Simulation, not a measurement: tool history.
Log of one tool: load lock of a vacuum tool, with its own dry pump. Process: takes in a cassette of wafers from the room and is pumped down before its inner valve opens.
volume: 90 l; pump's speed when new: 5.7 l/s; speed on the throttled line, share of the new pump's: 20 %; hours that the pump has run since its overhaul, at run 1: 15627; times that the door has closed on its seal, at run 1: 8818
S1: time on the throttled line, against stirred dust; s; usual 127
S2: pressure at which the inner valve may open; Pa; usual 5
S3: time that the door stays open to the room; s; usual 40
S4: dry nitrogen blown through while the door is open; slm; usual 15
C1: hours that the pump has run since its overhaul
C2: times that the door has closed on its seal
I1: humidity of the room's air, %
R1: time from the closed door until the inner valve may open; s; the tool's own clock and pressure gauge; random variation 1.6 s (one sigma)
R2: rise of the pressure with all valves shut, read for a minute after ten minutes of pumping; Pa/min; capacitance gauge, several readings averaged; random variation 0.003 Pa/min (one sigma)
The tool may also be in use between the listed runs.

Run 1, hour 0: usual settings; C1 15627; C2 8818; I1 44.2. Result: R1 258.2 s, R2 0.004 Pa/min.
Run 2, hour 392.7: usual settings; C1 16020; C2 9955; I1 42.3. Result: R1 259.1 s, R2 0.013 Pa/min.
Run 3, hour 706: usual settings; C1 16333; C2 10862; I1 45.4. Result: R1 263 s, R2 0.016 Pa/min.
Run 4, hour 1128.4: usual settings; C1 16755; C2 12084; I1 49. Result: R1 260.1 s, R2 0.017 Pa/min.
Run 5, hour 1510.1: usual settings; C1 17137; C2 13189; I1 48.4. Result: R1 257.9 s, R2 0.015 Pa/min.
Run 6, hour 1852.8: usual settings; C1 17480; C2 14181; I1 41.8. Result: R1 259.1 s, R2 0.017 Pa/min.
Run 7, hour 2111.5: usual settings but S1 130 s; C1 17739; C2 14929; I1 44.4. Result: R1 263.8 s, R2 0.018 Pa/min.
Run 8, hour 2427.2: usual settings but S1 130 s; C1 18054; C2 15843; I1 45. Result: R1 261.5 s, R2 0.015 Pa/min.
Run 9, hour 2877.1: usual settings but S1 130 s; C1 18504; C2 17145; I1 49.4. Result: R1 261.2 s, R2 0.012 Pa/min.
Run 10, hour 3245.3: usual settings but S1 130 s; C1 18872; C2 18211; I1 43.7. Result: R1 263.1 s, R2 0.016 Pa/min.
Run 11, hour 3585.5: usual settings but S1 130 s; C1 19213; C2 19195; I1 46.1. Result: R1 258.8 s, R2 0.014 Pa/min.
Run 12, hour 3954.3: usual settings but S1 91 s; C1 19581; C2 20263; I1 46.9. Result: R1 232.9 s, R2 0.018 Pa/min.
At hour 4024.6: dry pump taken out, an overhauled one fitted.
Run 13, hour 4304.2: usual settings but S1 91 s; C1 280; C2 21258; I1 42.7. Result: R1 230.8 s, R2 0.012 Pa/min.
Run 14, hour 4773.1: usual settings but S1 91 s; C1 749; C2 22615; I1 45.8. Result: R1 231.1 s, R2 0.015 Pa/min.
Run 15, hour 5199.8: usual settings but S1 91 s, S3 199 s; C1 1175; C2 23850; I1 42.6. Result: R1 230.4 s, R2 0.039 Pa/min.
Run 16, hour 5644.1: usual settings but S1 91 s, S3 199 s; C1 1620; C2 25136; I1 43.6. Result: R1 228.1 s, R2 0.036 Pa/min.
Run 17, hour 6038.4: usual settings but S1 91 s, S3 199 s; C1 2014; C2 26277; I1 47.9. Result: R1 230.3 s, R2 0.036 Pa/min.
Run 18, hour 6288.4: usual settings; C1 2264; C2 27001; I1 44.8. Result: R1 258 s, R2 0.017 Pa/min.
Run 19, hour 6537.9: usual settings but S1 112 s, S4 38 slm; C1 2513; C2 27723; I1 42.9. Result: R1 245 s, R2 0.003 Pa/min.
Run 20, hour 6964.9: usual settings but S1 236 s, S3 72 s, S4 38 slm; C1 2940; C2 28959; I1 47. Result: R1 344.2 s, R2 0.011 Pa/min.
Run 21, hour 7223.8: usual settings but S1 236 s, S3 72 s, S4 38 slm; C1 3199; C2 29708; I1 44.5. Result: R1 348 s, R2 0.013 Pa/min.
Run 22, hour 7550: usual settings but S1 236 s, S3 72 s, S4 26 slm; C1 3525; C2 30652; I1 44.7. Result: R1 346.9 s, R2 0.012 Pa/min.
At hour 7762.9: door's seal changed, seat wiped.
Run 23, hour 7947.6: usual settings but S1 236 s, S3 115 s, S4 26 slm; C1 3922; C2 535; I1 46.4. Result: R1 347.5 s, R2 0.018 Pa/min.
Run 24, hour 8398.4: usual settings but S2 6 Pa; C1 4372; C2 1839; I1 44. Result: R1 255.9 s, R2 0.013 Pa/min.
Run 25, hour 8873.3: usual settings but S1 66 s, S2 9 Pa, S3 181 s, S4 24 slm; C1 4847; C2 3214; I1 42. Result: R1 202 s, R2 0.02 Pa/min.
Run 26, hour 9266.9: usual settings but S1 165 s, S2 9 Pa, S3 181 s, S4 24 slm; C1 5241; C2 4353; I1 48.8. Result: R1 279.7 s, R2 0.026 Pa/min.
Run 27, hour 9706.4: usual settings but S1 165 s, S2 9 Pa, S3 181 s, S4 24 slm; C1 5680; C2 5625; I1 47.6. Result: R1 278.8 s, R2 0.027 Pa/min.
Run 28, hour 10191.1: usual settings but S1 165 s, S2 9 Pa, S3 73 s, S4 24 slm; C1 6165; C2 7028; I1 46.7. Result: R1 279.7 s, R2 0.012 Pa/min.
Run 29, hour 10413.9: usual settings but S1 95 s, S3 51 s, S4 8 slm; C1 6388; C2 7673; I1 42.6. Result: R1 233.7 s, R2 0.024 Pa/min.
Run 30, hour 10694.3: usual settings but S1 105 s, S2 8 Pa, S3 177 s, S4 27 slm; C1 6668; C2 8484; I1 44.7. Result: R1 234.3 s, R2 0.022 Pa/min.
Run 31, hour 11039: usual settings but S1 101 s, S2 9 Pa, S3 177 s, S4 24 slm; C1 7013; C2 9482; I1 45.4. Result: R1 230.5 s, R2 0.022 Pa/min.
Run 32, hour 11270.6: usual settings but S1 101 s, S2 9 Pa, S3 177 s, S4 7 slm; C1 7244; C2 10152; I1 47.5. Result: R1 228.7 s, R2 0.049 Pa/min.
Run 33, hour 11688.7: usual settings but S3 62 s; C1 7663; C2 11362; I1 43.4. Result: R1 259.5 s, R2 0.02 Pa/min.
Run 34, hour 11908.1: usual settings but S1 150 s, S3 71 s, S4 14 slm; C1 7882; C2 11997; I1 42.2. Result: R1 275.8 s, R2 0.018 Pa/min.
Run 35, hour 12136.2: usual settings but S3 174 s, S4 33 slm; C1 8110; C2 12657; I1 45.6. Result: R1 259.4 s, R2 0.024 Pa/min.
Run 36, hour 12585.1: usual settings but S3 174 s, S4 22 slm; C1 8559; C2 13956; I1 42.2. Result: R1 260.3 s, R2 0.021 Pa/min.

5 ways to go on from here, each from the tool as it stands after run 36. What would each give?
Run A, hour 12992.2: usual settings but S2 9 Pa, S3 201 s; C1 8966; C2 15135; I1 41.9. Result: R1 ?, R2 ?.
Run B, hour 12992.2: usual settings but S1 122 s, S2 9 Pa, S3 174 s, S4 29 slm; C1 8966; C2 15135; I1 46.1. Result: R1 ?, R2 ?.
Run C, hour 12992.2: usual settings but S3 62 s; C1 8966; C2 15135; I1 44.9. Result: R1 ?, R2 ?.
Run D, hour 12992.2: usual settings but S3 174 s, S4 4 slm; C1 8966; C2 15135; I1 43. Result: R1 ?, R2 ?.
Run E, hour 12992.2: usual settings but S2 4 Pa, S3 69 s, S4 9 slm; C1 8966; C2 15135; I1 44. Result: R1 ?, R2 ?.

run     R1     R2
  A  247.2  0.029
  B  243.7  0.023
  C  257.9  0.012
  D    258  0.056
  E  264.4  0.023
Without the tool's hidden state the same runs would have given:
run     R1     R2
  A  247.2  0.028
  B  243.6  0.023
  C  257.8  0.011
  D    258  0.055
  E  264.4  0.022

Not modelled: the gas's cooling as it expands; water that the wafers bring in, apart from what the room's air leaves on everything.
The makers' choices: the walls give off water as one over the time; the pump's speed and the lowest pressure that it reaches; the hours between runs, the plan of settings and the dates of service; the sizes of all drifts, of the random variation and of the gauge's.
